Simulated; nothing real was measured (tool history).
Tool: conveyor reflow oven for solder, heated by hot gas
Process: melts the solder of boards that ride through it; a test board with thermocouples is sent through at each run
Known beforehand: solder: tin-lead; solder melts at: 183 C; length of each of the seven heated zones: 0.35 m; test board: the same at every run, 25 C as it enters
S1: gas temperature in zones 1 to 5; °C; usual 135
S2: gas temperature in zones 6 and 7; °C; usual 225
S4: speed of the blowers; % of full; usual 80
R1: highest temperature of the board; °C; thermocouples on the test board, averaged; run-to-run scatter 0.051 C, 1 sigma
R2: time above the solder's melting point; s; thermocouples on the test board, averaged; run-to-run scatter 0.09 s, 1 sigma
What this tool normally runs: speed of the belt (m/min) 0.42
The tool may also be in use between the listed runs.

{"run": 1, "day": 0.0, "S1": 135, "S2": 225, "speed of the belt (m/min)": 0.42, "S4": 80, "R1": 216.19, "R2": 75.97}
{"run": 2, "day": 1.05, "S1": 137, "S2": 225, "speed of the belt (m/min)": 0.42, "S4": 80, "R1": 216.43, "R2": 77.1}
{"run": 3, "day": 2.033, "S1": 135, "S2": 225, "speed of the belt (m/min)": 0.42, "S4": 80, "R1": 216.08, "R2": 75.97}
{"run": 4, "day": 2.683, "S1": 135, "S2": 225, "speed of the belt (m/min)": 0.42, "S4": 80, "R1": 216.18, "R2": 75.76}
{"day": 3.925, "done": "thermocouples of zones 6 and 7 changed"}
{"run": 5, "day": 4.279, "S1": 135, "S2": 225, "speed of the belt (m/min)": 0.42, "S4": 80, "R1": 214.53, "R2": 74.27}
{"day": 4.908, "done": "belt drive overhauled, speed set with a stopwatch"}
{"run": 6, "day": 5.829, "S1": 135, "S2": 225, "speed of the belt (m/min)": 0.42, "S4": 80, "R1": 214.77, "R2": 75.78}
{"run": 7, "day": 6.6, "S1": 135, "S2": 225, "speed of the belt (m/min)": 0.42, "S4": 80, "R1": 214.89, "R2": 75.83}
{"day": 7.346, "done": "belt drive overhauled, speed set with a stopwatch, once more"}
{"run": 8, "day": 7.654, "S1": 135, "S2": 225, "speed of the belt (m/min)": 0.42, "S4": 80, "R1": 213.9, "R2": 72.11}
{"run": 9, "day": 8.7, "S1": 135, "S2": 225, "speed of the belt (m/min)": 0.42, "S4": 86, "R1": 215.16, "R2": 73.67}
{"run": 10, "day": 10.179, "S1": 135, "S2": 225, "speed of the belt (m/min)": 0.42, "S4": 86, "R1": 215.06, "R2": 73.84}
{"run": 11, "day": 11.517, "S1": 135, "S2": 225, "speed of the belt (m/min)": 0.42, "S4": 86, "R1": 215.02, "R2": 73.89}
{"run": 12, "day": 12.688, "S1": 135, "S2": 225, "speed of the belt (m/min)": 0.42, "S4": 86, "R1": 215, "R2": 73.57}
{"run": 13, "day": 13.725, "S1": 135, "S2": 225, "speed of the belt (m/min)": 0.42, "S4": 86, "R1": 214.96, "R2": 73.68}
{"run": 14, "day": 14.904, "S1": 135, "S2": 225, "speed of the belt (m/min)": 0.42, "S4": 80, "R1": 213.7, "R2": 71.82}
{"run": 15, "day": 16.321, "S1": 135, "S2": 213, "speed of the belt (m/min)": 0.42, "S4": 80, "R1": 202.96, "R2": 58.63}
{"day": 17.0, "done": "flux residue cleaned out of gas plates and filters"}
{"run": 16, "day": 17.604, "S1": 135, "S2": 213, "speed of the belt (m/min)": 0.42, "S4": 80, "R1": 204.01, "R2": 61.05}
{"run": 17, "day": 18.742, "S1": 135, "S2": 213, "speed of the belt (m/min)": 0.42, "S4": 80, "R1": 203.91, "R2": 61.03}
{"run": 18, "day": 19.446, "S1": 143, "S2": 225, "speed of the belt (m/min)": 0.486, "S4": 70, "R1": 209.91, "R2": 59.78}
{"run": 19, "day": 20.108, "S1": 144, "S2": 231, "speed of the belt (m/min)": 0.461, "S4": 66, "R1": 215.66, "R2": 69.4}
{"run": 20, "day": 20.925, "S1": 129, "S2": 225, "speed of the belt (m/min)": 0.435, "S4": 80, "R1": 213.27, "R2": 66.43}
{"run": 21, "day": 22.512, "S1": 129, "S2": 225, "speed of the belt (m/min)": 0.435, "S4": 80, "R1": 213.1, "R2": 66.35}
{"run": 22, "day": 23.658, "S1": 135, "S2": 215, "speed of the belt (m/min)": 0.452, "S4": 80, "R1": 204.01, "R2": 55.45}
{"run": 23, "day": 24.538, "S1": 135, "S2": 215, "speed of the belt (m/min)": 0.452, "S4": 80, "R1": 203.87, "R2": 55.24}
{"run": 24, "day": 25.85, "S1": 122, "S2": 215, "speed of the belt (m/min)": 0.452, "S4": 88, "R1": 203.62, "R2": 50.76}
{"run": 25, "day": 26.983, "S1": 122, "S2": 215, "speed of the belt (m/min)": 0.452, "S4": 88, "R1": 203.55, "R2": 50.77}
{"run": 26, "day": 27.892, "S1": 146, "S2": 217, "speed of the belt (m/min)": 0.464, "S4": 87, "R1": 207.93, "R2": 64.2}
{"run": 27, "day": 29.508, "S1": 143, "S2": 231, "speed of the belt (m/min)": 0.464, "S4": 50, "R1": 209.08, "R2": 59.82}
{"run": 28, "day": 30.425, "S1": 140, "S2": 225, "speed of the belt (m/min)": 0.456, "S4": 85, "R1": 214.06, "R2": 68.74}
{"run": 29, "day": 31.662, "S1": 140, "S2": 235, "speed of the belt (m/min)": 0.456, "S4": 65, "R1": 217.94, "R2": 70.74}

Each row is a separate what-if for the run after 29, all from the same tool condition, not one after another. Results?
{"run": "A", "day": 32.525, "S1": 124, "S2": 225, "speed of the belt (m/min)": 0.485, "S4": 53, "R1": "?", "R2": "?"}
{"run": "B", "day": 32.525, "S1": 122, "S2": 235, "speed of the belt (m/min)": 0.456, "S4": 69, "R1": "?", "R2": "?"}
{"run": "C", "day": 32.525, "S1": 123, "S2": 214, "speed of the belt (m/min)": 0.456, "S4": 89, "R1": "?", "R2": "?"}

run=A R1=198.93 R2=35.97
run=B R1=215.88 R2=61.85
run=C R1=202.55 R2=49.11
With the hidden condition removed and each run's random variation left untouched, the same runs would have given:
run=A R1=199.11 R2=36.21
run=B R1=216.26 R2=62.02
run=C R1=202.86 R2=49.89
